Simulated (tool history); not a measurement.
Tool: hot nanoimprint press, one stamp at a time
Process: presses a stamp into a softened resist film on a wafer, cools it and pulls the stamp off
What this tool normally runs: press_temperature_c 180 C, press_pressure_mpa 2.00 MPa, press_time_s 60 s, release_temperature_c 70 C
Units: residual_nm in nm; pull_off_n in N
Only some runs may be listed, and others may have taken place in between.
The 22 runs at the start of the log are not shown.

| run | hour | press_temperature_c | press_pressure_mpa | press_time_s | release_temperature_c | hours of work since the thermocouple was calibrated | imprints on the stamp's release coat | hours of work since the press's seals were changed | residual_nm | pull_off_n |
|---|---|---|---|---|---|---|---|---|---|---|
| 23 | 594.8 | 185 | 1.98 | 65 | 74 | 81 | 211 | 213 | 158.4 | 211 |
| 24 | 618.7 | 169 | 2.00 | 81 | 57 | 95 | 318 | 227 | 259.9 | 316 |
| 25 | 655.5 | 176 | 2.00 | 37 | 70 | 117 | 484 | 249 | 261.6 | 237 |
| 26 | 687.0 | 176 | 2.00 | 37 | 70 | 135 | 625 | 267 | 261.1 | 238 |
| 27 | 720.8 | 176 | 2.00 | 37 | 70 | 154 | 777 | 286 | 261.5 | 251 |
|  | 739.9 | stamp cleaned and given a new release coat |
| 28 | 754.0 | 176 | 2.00 | 37 | 70 | 170 | 63 | 302 | 261.6 | 227 |
| 29 | 787.5 | 176 | 2.00 | 37 | 70 | 190 | 214 | 322 | 262.8 | 229 |
| 30 | 819.6 | 176 | 2.00 | 37 | 70 | 208 | 358 | 340 | 260.1 | 233 |
| 31 | 845.9 | 186 | 2.00 | 37 | 71 | 224 | 476 | 356 | 192.2 | 236 |

Forecast each of these 3 alternatives for the next run:
| A | 879.6 | 183 | 2.00 | 107 | 67 | 243 | 628 | 375 | ? | ? |
| B | 879.6 | 188 | 2.00 | 33 | 70 | 243 | 628 | 375 | ? | ? |
| C | 879.6 | 180 | 2.00 | 56 | 70 | 243 | 628 | 375 | ? | ? |

| run | residual_nm | pull_off_n |
|---|---|---|
| A | 143.9 | 259 |
| B | 184.3 | 238 |
| C | 203.6 | 251 |
Had the tool no hidden state, the same runs would have come out as:
| run | residual_nm | pull_off_n |
|---|---|---|
| A | 138.3 | 234 |
| B | 177.9 | 215 |
| C | 196.4 | 227 |
